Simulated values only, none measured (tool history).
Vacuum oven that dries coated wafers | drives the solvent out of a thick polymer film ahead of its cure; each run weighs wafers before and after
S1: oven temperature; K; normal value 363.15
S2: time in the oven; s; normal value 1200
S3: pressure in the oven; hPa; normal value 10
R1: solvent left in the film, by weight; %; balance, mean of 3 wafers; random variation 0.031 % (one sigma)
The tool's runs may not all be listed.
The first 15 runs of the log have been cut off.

Run 16, hour 181.6: usual settings but S1 374.15 K. Result: R1 0.41 %.
Run 17, hour 189.6: usual settings but S1 374.15 K. Result: R1 0.47 %.
Run 18, hour 200.7: usual settings but S1 374.15 K. Result: R1 0.4 %.
Run 19, hour 216.4: usual settings but S1 354.15 K, S3 6.6 hPa. Result: R1 4.41 %.
Run 20, hour 226.5: usual settings but S1 375.15 K, S2 660 s, S3 6.6 hPa. Result: R1 1.4 %.
Run 21, hour 240.2: usual settings but S1 375.15 K, S2 660 s, S3 6.6 hPa. Result: R1 1.4 %.
Run 22, hour 255.6: usual settings but S1 375.15 K, S2 720 s, S3 14.3 hPa. Result: R1 1.27 %.
At hour 258.9: oven's thermocouples calibrated.
Run 23, hour 270.6: usual settings but S1 375.15 K, S2 840 s, S3 14.3 hPa. Result: R1 0.9 %.
Run 24, hour 282: usual settings but S1 368.15 K, S2 1560 s, S3 20.8 hPa. Result: R1 0.83 %.
Run 25, hour 297.9: usual settings but S1 349.15 K, S2 780 s, S3 5.9 hPa. Result: R1 8.97 %.
Run 26, hour 310.6: usual settings but S1 349.15 K, S2 780 s, S3 5.9 hPa. Result: R1 8.72 %.
Run 27, hour 319.1: usual settings but S1 350.15 K, S3 16.2 hPa. Result: R1 6.27 %.
Run 28, hour 334.8: usual settings but S1 376.15 K, S2 660 s, S3 36.3 hPa. Result: R1 1.71 %.
Run 29, hour 349.6: usual settings but S1 376.15 K, S2 660 s, S3 13.4 hPa. Result: R1 1.35 %.
At hour 355.1: oven's thermocouples calibrated, once more.
Run 30, hour 358.9: usual settings but S1 376.15 K, S2 660 s, S3 13.4 hPa. Result: R1 1.45 %.
Run 31, hour 372.2: usual settings but S1 362.15 K, S2 1620 s, S3 26.1 hPa. Result: R1 1.8 %.
Run 32, hour 380.2: usual settings but S1 362.15 K, S2 1620 s, S3 24.9 hPa. Result: R1 1.82 %.
Run 33, hour 391.1: usual settings but S2 1320 s, S3 36.2 hPa. Result: R1 2.45 %.

Each row is a separate what-if for the run after 33, all from the same tool condition, not one after another. Results?
Run A, hour 401.3: usual settings but S2 1560 s, S3 36.2 hPa. Result: R1 ?.
Run B, hour 401.3: usual settings but S2 1740 s, S3 36.2 hPa. Result: R1 ?.
Run C, hour 401.3: usual settings but S2 780 s, S3 36.2 hPa. Result: R1 ?.
Run D, hour 401.3: usual settings but S2 2040 s. Result: R1 ?.

run    R1
  A  2.03
  B   1.7
  C  4.81
  D  0.72
With no hidden state in the tool, these same runs would have given:
run    R1
  A  1.93
  B  1.59
  C   4.7
  D  0.63

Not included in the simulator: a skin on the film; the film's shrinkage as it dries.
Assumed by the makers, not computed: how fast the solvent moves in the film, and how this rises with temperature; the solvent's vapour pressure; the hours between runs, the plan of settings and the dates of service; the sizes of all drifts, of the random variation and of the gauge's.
